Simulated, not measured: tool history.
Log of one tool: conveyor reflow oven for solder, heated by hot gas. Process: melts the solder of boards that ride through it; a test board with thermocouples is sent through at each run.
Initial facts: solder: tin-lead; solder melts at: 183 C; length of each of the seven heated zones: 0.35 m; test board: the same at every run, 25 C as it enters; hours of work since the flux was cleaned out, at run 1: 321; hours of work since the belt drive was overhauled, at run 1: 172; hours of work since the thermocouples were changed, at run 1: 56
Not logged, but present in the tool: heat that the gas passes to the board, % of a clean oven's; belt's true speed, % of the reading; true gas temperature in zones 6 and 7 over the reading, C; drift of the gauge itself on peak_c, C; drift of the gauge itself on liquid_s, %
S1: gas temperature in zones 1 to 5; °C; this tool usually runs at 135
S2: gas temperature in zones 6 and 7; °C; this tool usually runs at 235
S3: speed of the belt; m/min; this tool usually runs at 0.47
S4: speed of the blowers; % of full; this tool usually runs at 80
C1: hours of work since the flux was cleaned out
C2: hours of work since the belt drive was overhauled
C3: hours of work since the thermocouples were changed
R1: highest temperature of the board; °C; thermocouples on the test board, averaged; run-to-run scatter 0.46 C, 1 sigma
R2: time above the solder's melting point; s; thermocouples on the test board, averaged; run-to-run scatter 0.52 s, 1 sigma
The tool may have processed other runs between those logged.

run	hour	S1	S2	S3	S4	C1	C2	C3	R1	R2
1	0	135	235	0.47	80	321	172	56	223	71.4
2	8.1	135	235	0.47	80	326	176	60	221.4	71
3	12.9	135	244	0.47	80	328	179	63	230.3	76.9
4	21.4	135	235	0.47	80	333	184	68	222.1	70.7
5	25.9	135	235	0.47	80	336	186	70	222.8	71
6	33.5	135	235	0.47	80	340	191	75	221.9	70.4
7	41.6	135	235	0.47	80	345	195	79	221.5	70.8
8	51.9	135	235	0.47	80	351	201	85	221.9	71.2
9	56.8	135	235	0.47	80	353	204	88	221.3	70.7
10	67	135	235	0.47	80	359	210	94	221.9	71
11	75.2	135	235	0.47	80	364	214	98	222.1	70.1
12	81.1	135	235	0.47	80	367	218	102	221.8	70.1
13	91.3	135	235	0.47	80	373	224	108	221.6	71.5
14	102	135	235	0.47	80	379	230	114	222.1	71.3
15	107.6	135	235	0.47	80	382	233	117	222.6	70.8
16	112.2	129	247	0.411	80	385	236	120	236	89.9
17	120.7	135	231	0.41	80	390	240	124	221.3	82.4
18	126.9	135	236	0.47	80	393	244	128	222.2	70.6
19	136.7	144	235	0.47	80	399	250	134	222.4	75.7
20	144.3	144	235	0.47	80	403	254	138	222.3	74.2
21	155.2	135	235	0.426	80	410	260	144	224.3	81.4
22	165.1	135	235	0.426	80	415	266	150	224.2	80.8
23	171.3	123	230	0.551	66	419	269	153	204.9	40.5
24	177	123	230	0.551	66	422	272	157	204.8	39.7
25	184.8	123	230	0.551	66	426	277	161	205.7	40.6
26	190.3	135	234	0.451	80	430	280	164	221	73.7
27	198	135	234	0.451	80	434	285	169	221.9	73.5
28	202.5	135	235	0.47	89	437	287	171	223.3	72.1
29	208.9	130	235	0.438	80	440	291	175	221.7	75.3

Measured minus without-hidden-state, run by run (identical run-to-run variation in each term; gauge scatter may differ):
run	R1	R2
1	-2.2	-2
2	-2.3	-2.1
3	-2.5	-1.5
4	-2.4	-2.1
5	-2.4	-2.1
6	-2.5	-2.2
7	-2.6	-2.3
8	-2.6	-2.2
9	-2.6	-2.3
10	-2.7	-2.3
11	-2.7	-2.3
12	-2.7	-2.4
13	-2.8	-2.5
14	-2.8	-2.6
15	-3	-2.5
16	-2.7	-1.6
17	-2.4	-2.6
18	-3	-2.5
19	-2.8	-2.1
20	-2.9	-2.1
21	-2.8	-2.5
22	-2.9	-2.4
23	-4	-5
24	-4	-4.9
25	-4.1	-5
26	-3.2	-2.9
27	-3.3	-3
28	-3.6	-2.9
29	-3.4	-3.1
